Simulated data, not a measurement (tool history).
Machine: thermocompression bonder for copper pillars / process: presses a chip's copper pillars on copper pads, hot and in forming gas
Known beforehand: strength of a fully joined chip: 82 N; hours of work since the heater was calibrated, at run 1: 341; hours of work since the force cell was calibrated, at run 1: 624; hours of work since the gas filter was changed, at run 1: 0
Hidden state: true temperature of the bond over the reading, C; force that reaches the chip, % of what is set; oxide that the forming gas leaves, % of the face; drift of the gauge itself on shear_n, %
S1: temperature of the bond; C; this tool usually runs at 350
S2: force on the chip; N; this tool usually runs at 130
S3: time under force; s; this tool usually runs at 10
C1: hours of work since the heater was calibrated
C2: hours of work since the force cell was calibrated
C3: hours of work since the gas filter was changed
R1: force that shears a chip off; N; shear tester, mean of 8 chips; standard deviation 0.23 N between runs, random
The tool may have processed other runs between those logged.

run 1 hour=0 | S1=350 S2=130 S3=10 | C1=341 C2=624 C3=0 | R1=30.4
run 2 hour=20.7 | S1=350 S2=130 S3=10 | C1=353 C2=635 C3=11 | R1=30.2
run 3 hour=32.5 | S1=350 S2=130 S3=10 | C1=359 C2=642 C3=18 | R1=30.3
run 4 hour=46.5 | S1=344 S2=130 S3=10 | C1=367 C2=649 C3=25 | R1=28.1
run 5 hour=60.9 | S1=350 S2=144 S3=10 | C1=374 C2=657 C3=33 | R1=33.2
run 6 hour=69.5 | S1=350 S2=144 S3=10 | C1=379 C2=662 C3=37 | R1=33.6
run 7 hour=84.4 | S1=350 S2=144 S3=10 | C1=387 C2=670 C3=45 | R1=33.3
run 8 hour=98.4 | S1=350 S2=144 S3=10 | C1=394 C2=677 C3=53 | R1=33.1
run 9 hour=114.3 | S1=350 S2=144 S3=10 | C1=403 C2=686 C3=62 | R1=33.1
run 10 hour=127 | S1=350 S2=144 S3=10 | C1=410 C2=693 C3=68 | R1=32.7
run 11 hour=146.4 | S1=345 S2=130 S3=12 | C1=420 C2=703 C3=79 | R1=30.6
run 12 hour=155.4 | S1=356 S2=87 S3=12 | C1=425 C2=708 C3=84 | R1=24
run 13 hour=167.6 | S1=356 S2=130 S3=25 | C1=432 C2=714 C3=90 | R1=44.6
run 14 hour=183.8 | S1=350 S2=107 S3=15 | C1=440 C2=723 C3=99 | R1=29
run 15 hour=197.6 | S1=350 S2=107 S3=15 | C1=448 C2=731 C3=106 | R1=29.7
run 16 hour=217.6 | S1=350 S2=107 S3=15 | C1=459 C2=741 C3=117 | R1=29.8
run 17 hour=230.7 | S1=331 S2=99 S3=10 | C1=466 C2=748 C3=124 | R1=18.1
run 18 hour=243.4 | S1=359 S2=98 S3=7 | C1=473 C2=755 C3=131 | R1=21.9
run 19 hour=257.7 | S1=350 S2=104 S3=8 | C1=480 C2=763 C3=139 | R1=22

Alternative continuations, all from the tool just after run 19; predict every row:
run A hour=274.7 | S1=350 S2=156 S3=10 | C1=489 C2=772 C3=148 | R1=?
run B hour=274.7 | S1=353 S2=104 S3=9 | C1=489 C2=772 C3=148 | R1=?
run C hour=274.7 | S1=350 S2=166 S3=5 | C1=489 C2=772 C3=148 | R1=?

run=A R1=35.5
run=B R1=24.1
run=C R1=28.6
Without the tool's hidden state the same runs would have given:
run=A R1=36.5
run=B R1=24.8
run=C R1=29.4

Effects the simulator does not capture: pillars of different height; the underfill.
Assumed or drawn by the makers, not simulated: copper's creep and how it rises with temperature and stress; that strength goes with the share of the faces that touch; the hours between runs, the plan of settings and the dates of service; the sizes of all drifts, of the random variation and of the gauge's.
